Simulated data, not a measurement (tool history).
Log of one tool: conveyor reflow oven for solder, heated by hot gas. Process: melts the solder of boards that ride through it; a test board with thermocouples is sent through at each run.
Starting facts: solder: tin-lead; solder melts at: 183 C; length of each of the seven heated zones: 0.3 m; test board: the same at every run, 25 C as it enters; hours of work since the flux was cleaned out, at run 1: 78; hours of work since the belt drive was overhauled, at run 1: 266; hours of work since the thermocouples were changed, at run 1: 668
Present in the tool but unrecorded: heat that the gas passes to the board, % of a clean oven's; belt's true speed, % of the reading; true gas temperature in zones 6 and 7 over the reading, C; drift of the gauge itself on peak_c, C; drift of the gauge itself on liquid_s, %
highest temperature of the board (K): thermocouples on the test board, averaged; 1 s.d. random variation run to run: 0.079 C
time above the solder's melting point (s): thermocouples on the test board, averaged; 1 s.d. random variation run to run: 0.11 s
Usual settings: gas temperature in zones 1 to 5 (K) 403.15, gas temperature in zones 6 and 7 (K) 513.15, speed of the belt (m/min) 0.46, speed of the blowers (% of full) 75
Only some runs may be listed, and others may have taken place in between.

run	hour	gas temperature in zones 1 to 5 (K)	gas temperature in zones 6 and 7 (K)	speed of the belt (m/min)	speed of the blowers (% of full)	hours of work since the flux was cleaned out	hours of work since the belt drive was overhauled	hours of work since the thermocouples were changed	highest temperature of the board (K)	time above the solder's melting point (s)
1	0	403.15	513.15	0.46	75	78	266	668	498.52	62.4
2	50.8	403.15	513.15	0.46	75	112	300	702	498.06	62.3
3	101.6	403.15	513.15	0.46	75	146	334	736	498.18	62.2
4	164.2	403.15	513.15	0.46	75	189	376	778	497.93	62
5	217.1	403.15	513.15	0.46	75	224	412	814	497.91	62.2
6	273	403.15	513.15	0.46	75	262	449	851	497.74	62.2
7	336.1	406.15	513.15	0.46	75	304	491	894	497.93	63.2
# hour 376.4: flux residue cleaned out of gas plates and filters
8	376.4	406.15	513.15	0.46	75	0	515	917	499.62	64.4
9	406.7	406.15	513.15	0.477	75	20	535	938	498.42	61.5
10	460.5	406.15	520.15	0.477	75	56	572	974	504.69	65.1
# hour 469.4: belt drive overhauled, speed set with a stopwatch
11	504.5	406.15	520.15	0.477	75	83	24	1001	504.61	65.1
12	542.8	406.15	520.15	0.472	75	109	49	1027	504.71	65.9
13	606.5	406.15	520.15	0.472	75	152	92	1069	504.63	65.8
# hour 623.3: belt drive overhauled, speed set with a stopwatch, once more
14	679.2	412.15	520.15	0.472	75	198	38	1115	504.89	66.8
15	722.3	412.15	520.15	0.472	75	227	66	1144	504.78	66.9
16	765.8	412.15	502.15	0.472	84	256	96	1174	490.76	58.7
17	814.7	403.15	523.15	0.46	75	289	129	1206	506.84	66.9
18	855.6	403.15	520.15	0.548	53	316	156	1234	487.28	43
# hour 876.4: flux residue cleaned out of gas plates and filters
19	895.4	403.15	520.15	0.548	53	13	179	1257	488.83	44.7
20	927.8	403.15	520.15	0.548	53	35	201	1279	488.95	44.5
21	976.6	403.15	519.15	0.46	55	67	234	1312	496.99	60.5
22	1025.9	403.15	519.15	0.46	55	100	267	1345	497.14	60.5
23	1053.9	403.15	519.15	0.46	55	119	286	1364	497.08	60.7
24	1099.1	403.15	516.15	0.46	83	149	316	1394	503.56	65.8
25	1145.8	403.15	516.15	0.46	83	181	348	1425	503.62	65.7
26	1184.7	398.15	515.15	0.508	63	207	374	1451	491.49	49.5
27	1229.8	398.15	515.15	0.508	63	237	404	1482	491.44	49.6
# hour 1262.2: thermocouples of zones 6 and 7 changed
28	1262.3	398.15	515.15	0.508	63	258	424	0	490.21	48.5
29	1307.3	398.15	515.15	0.508	63	288	455	30	489.95	48.5

Consider 5 possible next runs. They are alternatives, not a sequence: every one starts from the tool as it was left by run 29. What does each give?
# hour 1370.1: flux residue cleaned out of gas plates and filters
A	1370.1	398.15	505.15	0.413	63	0	493	69	?	?
# hour 1370.1: flux residue cleaned out of gas plates and filters
B	1370.1	398.15	515.15	0.434	63	0	493	69	?	?
# hour 1370.1: flux residue cleaned out of gas plates and filters
C	1370.1	395.15	526.15	0.46	75	0	493	69	?	?
# hour 1370.1: flux residue cleaned out of gas plates and filters
D	1370.1	401.15	513.15	0.46	75	0	493	69	?	?
# hour 1370.1: flux residue cleaned out of gas plates and filters
E	1370.1	416.15	515.15	0.508	63	0	493	69	?	?

run	highest temperature of the board (K)	time above the solder's melting point (s)
A	490.32	62.1
B	497.55	64.2
C	509.1	66.6
D	498.25	62.2
E	495.26	58.3
The same runs, with their run-to-run variation unchanged, on a tool lacking any hidden condition would have given:
run	highest temperature of the board (K)	time above the solder's melting point (s)
A	489.86	60.9
B	497.05	63
C	508.63	65.5
D	497.81	61.1
E	494.78	57.2
